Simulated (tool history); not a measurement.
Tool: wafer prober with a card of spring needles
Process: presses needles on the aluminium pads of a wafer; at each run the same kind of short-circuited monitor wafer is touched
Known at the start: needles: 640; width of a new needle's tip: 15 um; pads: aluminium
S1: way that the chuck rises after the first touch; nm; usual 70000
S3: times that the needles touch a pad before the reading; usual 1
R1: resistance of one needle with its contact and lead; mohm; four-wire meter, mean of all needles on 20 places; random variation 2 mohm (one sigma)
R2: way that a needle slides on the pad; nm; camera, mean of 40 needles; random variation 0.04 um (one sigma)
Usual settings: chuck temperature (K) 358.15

{"run": 1, "day": 0.0, "S1": 70000, "chuck temperature (K)": 358.15, "S3": 1, "R1": 277, "R2": 8590}
{"day": 0.129, "done": "tips cleaned on abrasive film"}
{"day": 0.429, "done": "tips cleaned on abrasive film"}
{"day": 0.683, "done": "tips cleaned on abrasive film"}
{"day": 0.983, "done": "tips cleaned on abrasive film"}
{"run": 2, "day": 0.992, "S1": 70000, "chuck temperature (K)": 358.15, "S3": 1, "R1": 273, "R2": 8460}
{"day": 1.296, "done": "tips cleaned on abrasive film"}
{"day": 1.604, "done": "tips cleaned on abrasive film"}
{"run": 3, "day": 1.7, "S1": 70000, "chuck temperature (K)": 358.15, "S3": 1, "R1": 281, "R2": 8430}
{"day": 1.883, "done": "tips cleaned on abrasive film"}
{"day": 2.183, "done": "tips cleaned on abrasive film"}
{"run": 4, "day": 2.329, "S1": 70000, "chuck temperature (K)": 358.15, "S3": 1, "R1": 284, "R2": 8370}
{"day": 2.454, "done": "tips cleaned on abrasive film"}
{"day": 2.762, "done": "tips cleaned on abrasive film"}
{"day": 3.067, "done": "tips cleaned on abrasive film"}
{"run": 5, "day": 3.292, "S1": 70000, "chuck temperature (K)": 358.15, "S3": 2, "R1": 280, "R2": 8470}
{"day": 3.358, "done": "tips cleaned on abrasive film"}
{"day": 3.608, "done": "tips cleaned on abrasive film"}
{"day": 3.925, "done": "tips cleaned on abrasive film"}
{"run": 6, "day": 4.096, "S1": 70000, "chuck temperature (K)": 341.15, "S3": 2, "R1": 273, "R2": 8320}
{"day": 4.221, "done": "tips cleaned on abrasive film"}
{"day": 4.475, "done": "tips cleaned on abrasive film"}
{"day": 4.779, "done": "tips cleaned on abrasive film"}
{"day": 5.071, "done": "tips cleaned on abrasive film"}
{"run": 7, "day": 5.208, "S1": 70000, "chuck temperature (K)": 341.15, "S3": 2, "R1": 279, "R2": 8310}
{"day": 5.329, "done": "tips cleaned on abrasive film"}
{"day": 5.579, "done": "tips cleaned on abrasive film"}
{"day": 5.896, "done": "tips cleaned on abrasive film"}
{"day": 6.146, "done": "tips cleaned on abrasive film"}
{"run": 8, "day": 6.346, "S1": 70000, "chuck temperature (K)": 341.15, "S3": 2, "R1": 280, "R2": 8170}
{"day": 6.412, "done": "tips cleaned on abrasive film"}
{"day": 6.717, "done": "tips cleaned on abrasive film"}
{"day": 7.029, "done": "tips cleaned on abrasive film"}
{"day": 7.329, "done": "tips cleaned on abrasive film"}
{"run": 9, "day": 7.329, "S1": 70000, "chuck temperature (K)": 341.15, "S3": 2, "R1": 270, "R2": 8240}
{"day": 7.629, "done": "tips cleaned on abrasive film"}
{"day": 7.933, "done": "tips cleaned on abrasive film"}
{"day": 8.192, "done": "height of the first contact set anew"}
{"day": 8.258, "done": "tips cleaned on abrasive film"}
{"run": 10, "day": 8.504, "S1": 70000, "chuck temperature (K)": 358.15, "S3": 1, "R1": 294, "R2": 7780}
{"day": 8.571, "done": "tips cleaned on abrasive film"}
{"day": 8.879, "done": "tips cleaned on abrasive film"}
{"day": 9.192, "done": "tips cleaned on abrasive film"}
{"run": 11, "day": 9.262, "S1": 70000, "chuck temperature (K)": 358.15, "S3": 1, "R1": 284, "R2": 7730}
{"day": 9.45, "done": "tips cleaned on abrasive film"}
{"day": 9.754, "done": "tips cleaned on abrasive film"}
{"day": 10.062, "done": "tips cleaned on abrasive film"}
{"day": 10.367, "done": "tips cleaned on abrasive film"}
{"run": 12, "day": 10.379, "S1": 70000, "chuck temperature (K)": 350.15, "S3": 1, "R1": 276, "R2": 7690}
{"day": 10.621, "done": "tips cleaned on abrasive film"}
{"day": 10.921, "done": "tips cleaned on abrasive film"}
{"run": 13, "day": 10.967, "S1": 70000, "chuck temperature (K)": 358.15, "S3": 1, "R1": 284, "R2": 7710}
{"day": 11.225, "done": "height of the first contact set anew, once more"}
{"day": 11.229, "done": "tips cleaned on abrasive film"}
{"day": 11.542, "done": "tips cleaned on abrasive film"}
{"day": 11.8, "done": "tips cleaned on abrasive film"}
{"run": 14, "day": 11.8, "S1": 70000, "chuck temperature (K)": 358.15, "S3": 1, "R1": 272, "R2": 8880}
{"day": 12.1, "done": "tips cleaned on abrasive film"}
{"day": 12.408, "done": "tips cleaned on abrasive film"}
{"run": 15, "day": 12.642, "S1": 64000, "chuck temperature (K)": 358.15, "S3": 1, "R1": 295, "R2": 8020}
{"day": 12.708, "done": "tips cleaned on abrasive film"}
{"day": 12.958, "done": "tips cleaned on abrasive film"}
{"day": 13.271, "done": "tips cleaned on abrasive film"}
{"run": 16, "day": 13.517, "S1": 85000, "chuck temperature (K)": 372.15, "S3": 2, "R1": 279, "R2": 10710}
{"day": 13.571, "done": "tips cleaned on abrasive film"}
{"day": 13.821, "done": "tips cleaned on abrasive film"}
{"day": 14.121, "done": "tips cleaned on abrasive film"}
{"day": 14.412, "done": "tips cleaned on abrasive film"}
{"run": 17, "day": 14.412, "S1": 55000, "chuck temperature (K)": 312.15, "S3": 3, "R1": 264, "R2": 6870}
{"day": 14.667, "done": "tips cleaned on abrasive film"}
{"day": 14.975, "done": "tips cleaned on abrasive film"}
{"day": 15.262, "done": "tips cleaned on abrasive film"}
{"day": 15.517, "done": "tips cleaned on abrasive film"}
{"run": 18, "day": 15.529, "S1": 83000, "chuck temperature (K)": 366.15, "S3": 2, "R1": 275, "R2": 10330}
{"day": 15.779, "done": "tips cleaned on abrasive film"}
{"day": 16.092, "done": "tips cleaned on abrasive film"}
{"run": 19, "day": 16.292, "S1": 70000, "chuck temperature (K)": 316.15, "S3": 2, "R1": 272, "R2": 8570}
{"day": 16.358, "done": "tips cleaned on abrasive film"}
{"day": 16.662, "done": "tips cleaned on abrasive film"}
{"day": 16.971, "done": "tips cleaned on abrasive film"}
{"run": 20, "day": 17.171, "S1": 56000, "chuck temperature (K)": 358.15, "S3": 2, "R1": 293, "R2": 6760}
{"day": 17.238, "done": "tips cleaned on abrasive film"}
{"day": 17.533, "done": "tips cleaned on abrasive film"}
{"day": 17.85, "done": "tips cleaned on abrasive film"}
{"day": 18.15, "done": "tips cleaned on abrasive film"}
{"run": 21, "day": 18.333, "S1": 56000, "chuck temperature (K)": 358.15, "S3": 2, "R1": 293, "R2": 6820}
{"day": 18.462, "done": "tips cleaned on abrasive film"}
{"day": 18.717, "done": "tips cleaned on abrasive film"}
{"day": 19.012, "done": "tips cleaned on abrasive film"}
{"run": 22, "day": 19.042, "S1": 68000, "chuck temperature (K)": 309.15, "S3": 2, "R1": 264, "R2": 8240}
{"day": 19.292, "done": "tips cleaned on abrasive film"}
{"day": 19.608, "done": "tips cleaned on abrasive film"}
{"day": 19.921, "done": "tips cleaned on abrasive film"}
{"run": 23, "day": 20.046, "S1": 68000, "chuck temperature (K)": 309.15, "S3": 2, "R1": 267, "R2": 8150}
{"day": 20.233, "done": "tips cleaned on abrasive film"}
{"day": 20.533, "done": "tips cleaned on abrasive film"}
{"day": 20.838, "done": "tips cleaned on abrasive film"}
{"run": 24, "day": 20.925, "S1": 86000, "chuck temperature (K)": 303.15, "S3": 1, "R1": 264, "R2": 10390}
{"day": 21.112, "done": "tips cleaned on abrasive film"}
{"day": 21.408, "done": "tips cleaned on abrasive film"}
{"day": 21.708, "done": "tips cleaned on abrasive film"}
{"day": 22.025, "done": "tips cleaned on abrasive film"}
{"run": 25, "day": 22.129, "S1": 86000, "chuck temperature (K)": 303.15, "S3": 1, "R1": 265, "R2": 10340}
{"day": 22.308, "done": "tips cleaned on abrasive film"}
{"day": 22.617, "done": "tips cleaned on abrasive film"}
{"run": 26, "day": 22.733, "S1": 89000, "chuck temperature (K)": 358.15, "S3": 1, "R1": 275, "R2": 10800}

Forecast each of these 5 alternatives for the next run:
{"day": 22.925, "done": "tips cleaned on abrasive film"}
{"day": 23.238, "done": "tips cleaned on abrasive film"}
{"day": 23.538, "done": "tips cleaned on abrasive film"}
{"run": "A", "day": 23.662, "S1": 78000, "chuck temperature (K)": 382.15, "S3": 2, "R1": "?", "R2": "?"}
{"day": 22.925, "done": "tips cleaned on abrasive film"}
{"day": 23.238, "done": "tips cleaned on abrasive film"}
{"day": 23.538, "done": "tips cleaned on abrasive film"}
{"run": "B", "day": 23.662, "S1": 89000, "chuck temperature (K)": 330.15, "S3": 3, "R1": "?", "R2": "?"}
{"day": 22.925, "done": "tips cleaned on abrasive film"}
{"day": 23.238, "done": "tips cleaned on abrasive film"}
{"day": 23.538, "done": "tips cleaned on abrasive film"}
{"run": "C", "day": 23.662, "S1": 77000, "chuck temperature (K)": 358.15, "S3": 3, "R1": "?", "R2": "?"}
{"day": 22.925, "done": "tips cleaned on abrasive film"}
{"day": 23.238, "done": "tips cleaned on abrasive film"}
{"day": 23.538, "done": "tips cleaned on abrasive film"}
{"run": "D", "day": 23.662, "S1": 69000, "chuck temperature (K)": 304.15, "S3": 1, "R1": "?", "R2": "?"}
{"day": 22.925, "done": "tips cleaned on abrasive film"}
{"day": 23.238, "done": "tips cleaned on abrasive film"}
{"day": 23.538, "done": "tips cleaned on abrasive film"}
{"run": "E", "day": 23.662, "S1": 89000, "chuck temperature (K)": 358.15, "S3": 2, "R1": "?", "R2": "?"}

run=A R1=285 R2=9260
run=B R1=263 R2=10720
run=C R1=282 R2=9090
run=D R1=273 R2=8180
run=E R1=274 R2=10730
Without the tool's hidden state the same runs would have given:
run=A R1=272 R2=9880
run=B R1=256 R2=11340
run=C R1=271 R2=9710
run=D R1=251 R2=8790
run=E R1=265 R2=11350

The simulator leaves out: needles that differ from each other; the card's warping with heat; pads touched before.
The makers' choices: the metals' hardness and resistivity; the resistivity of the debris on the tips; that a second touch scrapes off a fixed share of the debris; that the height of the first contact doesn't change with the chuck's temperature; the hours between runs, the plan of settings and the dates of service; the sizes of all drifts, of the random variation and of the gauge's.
